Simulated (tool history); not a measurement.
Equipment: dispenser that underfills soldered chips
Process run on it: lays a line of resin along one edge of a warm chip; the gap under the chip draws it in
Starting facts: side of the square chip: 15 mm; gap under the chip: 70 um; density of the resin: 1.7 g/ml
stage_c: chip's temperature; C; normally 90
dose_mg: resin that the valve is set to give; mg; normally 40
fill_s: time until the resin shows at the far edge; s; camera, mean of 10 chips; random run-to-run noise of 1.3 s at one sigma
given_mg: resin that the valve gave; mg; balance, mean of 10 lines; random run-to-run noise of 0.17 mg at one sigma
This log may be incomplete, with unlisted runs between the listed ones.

run	hour	stage_c	dose_mg	fill_s	given_mg
1	0	90	40	273	37.37
# hour 2.9: new syringe of resin
2	6.9	90	40	158.2	37.41
3	15.5	90	40	256.3	37.32
# hour 19.8: new syringe of resin
4	27.2	90	40	189.2	37.36
# hour 32.4: dispensing valve cleaned and set on the balance
# hour 37.9: new syringe of resin
5	37.9	90	40	123.8	39.81
6	42.6	90	40	159.7	39.68
7	48.1	87	40	241.2	39.92
8	53.5	90	40	295.6	39.64
# hour 54.8: new syringe of resin
9	59.2	90	40	157	39.59
10	69.4	90	40	276.7	39.49
# hour 72: new syringe of resin
11	80.9	90	46	197	45.43
12	87.9	90	46	300.1	44.88
# hour 88.9: new syringe of resin
13	95.4	90	40	179.4	39.24
14	102.5	90	40	262.4	39.2
# hour 106.6: new syringe of resin
15	114.2	90	40	187	39.05
16	122.8	90	40	300.8	39.11
# hour 123.9: new syringe of resin
17	134.2	90	40	222.1	38.79
# hour 140.8: new syringe of resin
18	146.1	90	40	162.4	38.87
19	155.7	92	38	260.3	36.52
# hour 157.8: new syringe of resin
20	165.5	92	38	173.9	36.45
21	173.7	76	42.6	509.1	40.86
# hour 175.1: new syringe of resin
22	181.3	90	36.4	176.9	34.92
23	191.1	97	34.4	234.4	32.93
# hour 191.9: new syringe of resin
24	201	86	40	235.1	38.49
25	206.8	87	43.3	308.1	41.19
# hour 209.1: new syringe of resin
26	217.3	87	43.3	217.3	41.13
27	222	87	43.3	277.5	41.26
# hour 226.6: new syringe of resin
28	233.1	87	42.6	195.3	40.42
29	239.8	87	42.6	281.3	40.56
# hour 243.6: new syringe of resin
30	246.2	101	36.7	97.3	34.51
# hour 254.6: dispensing valve cleaned and set on the balance
31	255.5	101	36.7	152.1	36.93
# hour 261.5: new syringe of resin
32	263.3	87	34.2	153	33.95
33	273.2	94	47.9	191.6	47.65
# hour 278.5: new syringe of resin
34	280.3	88	38.9	142.7	38.99
35	287.7	88	38.9	217.2	38.24
# hour 295.8: new syringe of resin
36	295.8	88	37.5	132.2	37.26

Below are 3 alternative next runs, each starting from the tool's condition after run 36. Predict each:
A	302	90	44.7	?	?
B	302	91	36.8	?	?
C	302	84	43.3	?	?

run	fill_s	given_mg
A	168.4	44.37
B	164.1	36.26
C	211.5	42.9
Stripped of hidden state, with their random variation kept, the same runs would have yielded:
run	fill_s	given_mg
A	125.2	44.88
B	121.7	36.68
C	157.6	43.39
